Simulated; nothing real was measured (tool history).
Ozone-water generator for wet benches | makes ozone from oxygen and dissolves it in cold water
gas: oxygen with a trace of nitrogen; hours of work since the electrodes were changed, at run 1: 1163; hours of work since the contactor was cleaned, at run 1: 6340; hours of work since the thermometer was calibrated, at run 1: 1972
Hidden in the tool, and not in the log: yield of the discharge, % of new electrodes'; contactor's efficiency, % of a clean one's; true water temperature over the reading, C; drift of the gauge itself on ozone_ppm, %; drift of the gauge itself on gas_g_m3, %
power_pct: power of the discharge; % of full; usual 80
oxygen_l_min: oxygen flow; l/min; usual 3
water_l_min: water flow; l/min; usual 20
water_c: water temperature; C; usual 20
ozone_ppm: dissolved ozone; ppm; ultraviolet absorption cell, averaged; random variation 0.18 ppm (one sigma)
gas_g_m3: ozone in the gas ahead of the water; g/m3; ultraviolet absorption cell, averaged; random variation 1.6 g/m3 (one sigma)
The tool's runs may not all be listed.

run,hour,power_pct,oxygen_l_min,water_l_min,water_c,hours of work since the electrodes were changed,hours of work since the contactor was cleaned,hours of work since the thermometer was calibrated,ozone_ppm,gas_g_m3
1,0,80,3,20,20,1163,6340,1972,24.5,310.2
2,28.9,80,3,20,20,1187,6365,1996,24.5,312.6
3,92.4,66,3,20,20,1241,6419,2051,20.8,262.6
4,132.7,80,3,13,20,1276,6453,2085,34.4,308.8
5,194.5,54,3,20,20,1328,6506,2138,17.5,218.5
6,248.6,80,3,20,20,1375,6552,2184,24.8,309
7,289.7,88,3,25,25,1409,6587,2219,21.1,337.3
8,343.3,88,3,25,25,1455,6633,2264,20.8,335.5
9,372.9,71,2.8,18,26,1480,6658,2289,22,282.5
10,418.8,81,2.8,18,26,1519,6697,2329,24.6,318.5
11,472.8,53,3.93,27,20,1565,6743,2375,14.7,193.8
12,503.2,96,1.73,27,20,1591,6769,2400,17.7,433.8

5 ways to go on from here, each from the tool as it stands after run 12. What would each give?
A,566.3,95,3,18,13,1645,6823,2454,?,?
B,566.3,58,1.73,14,20,1645,6823,2454,?,?
C,566.3,96,1.73,27,13,1645,6823,2454,?,?
D,566.3,89,3,20,20,1645,6823,2454,?,?
E,566.3,75,1.92,20,16,1645,6823,2454,?,?

run,ozone_ppm,gas_g_m3
A,33.6,356.4
B,20.5,276.1
C,18.4,434.3
D,26.8,337.5
E,20.3,339.7
Without the tool's hidden state the same runs would have given:
run,ozone_ppm,gas_g_m3
A,33.6,359.7
B,20.5,278.6
C,18.4,438.3
D,26.9,340.6
E,20.3,342.8
